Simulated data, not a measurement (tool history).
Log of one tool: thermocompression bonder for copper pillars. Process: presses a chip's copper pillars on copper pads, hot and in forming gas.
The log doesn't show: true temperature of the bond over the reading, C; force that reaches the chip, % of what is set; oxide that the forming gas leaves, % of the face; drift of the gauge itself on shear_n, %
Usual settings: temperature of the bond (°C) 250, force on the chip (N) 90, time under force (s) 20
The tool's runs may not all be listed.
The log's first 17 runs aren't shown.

run     day  temperature of the bond (°C)  force on the chip (N)  time under force (s)  hours of work since the heater was calibrated  hours of work since the force cell was calibrated  hours of work since the gas filter was changed  force that shears a chip off (N)
 18  36.825                           223                     90                    20                                            441                                               1098                                              92                              32.8
 19  39.317                           256                     90                    20                                            478                                               1134                                             129                              53.8
 20  41.483                           256                     90                    20                                            509                                               1166                                             161                              53.4
 21  43.892                           263                     73                    15                                            545                                               1201                                             196                              47.5
 22  45.908                           259                     57                    15                                            574                                               1231                                             225                              38.9
 23  48.446                           265                     62                    20                                            611                                               1268                                             262                                49
 24  49.971                           233                     90                    20                                            633                                               1290                                             285                              39.1
 25  51.275                           257                     74                    28                                            653                                               1309                                             304                                55
     51.571  -- force cell calibrated
     53.117  -- forming gas filter changed
 26  53.279                           250                    103                    20                                            681                                                 25                                               2                              53.4
 27  54.883                           250                    103                    20                                            704                                                 48                                              26                              53.4
 28  56.483                           245                    116                    23                                            728                                                 72                                              49                              55.6
 29  58.438                           245                    116                    23                                            756                                                100                                              78                              56.2
 30  60.429                           280                    128                    32                                            785                                                129                                             107                              85.3
 31  62.038                           221                     72                    16                                            809                                                153                                             130                              24.8
 32  63.258                           266                    118                    19                                            827                                                171                                             148                              67.2
 33  65.858                           275                     65                    13                                            865                                                209                                             186                              48.8
 34  68.408                           241                     70                    20                                            902                                                246                                             224                              37.4
 35  70.396                           276                    120                    20                                            931                                                275                                             253                              74.3
 36  72.467                           248                    104                    20                                            961                                                305                                             283                              52.3

4 ways to go on from here, each from the tool as it stands after run 36. What would each give?
     74.138  -- heater calibrated with a thermocouple chip
  A  74.658                           241                     90                    20                                              8                                                336                                             314                                 ?
     74.138  -- heater calibrated with a thermocouple chip
  B  74.658                           248                    104                    20                                              8                                                336                                             314                                 ?
     74.138  -- heater calibrated with a thermocouple chip
  C  74.658                           227                     85                    21                                              8                                                336                                             314                                 ?
     74.138  -- heater calibrated with a thermocouple chip
  D  74.658                           259                    132                    20                                              8                                                336                                             314                                 ?

run  force that shears a chip off (N)
  A                              43.1
  B                              51.9
  C                              34.3
  D                                66
Without the tool's hidden state the same runs would have given:
run  force that shears a chip off (N)
  A                              44.3
  B                              53.4
  C                              35.3
  D                              67.9

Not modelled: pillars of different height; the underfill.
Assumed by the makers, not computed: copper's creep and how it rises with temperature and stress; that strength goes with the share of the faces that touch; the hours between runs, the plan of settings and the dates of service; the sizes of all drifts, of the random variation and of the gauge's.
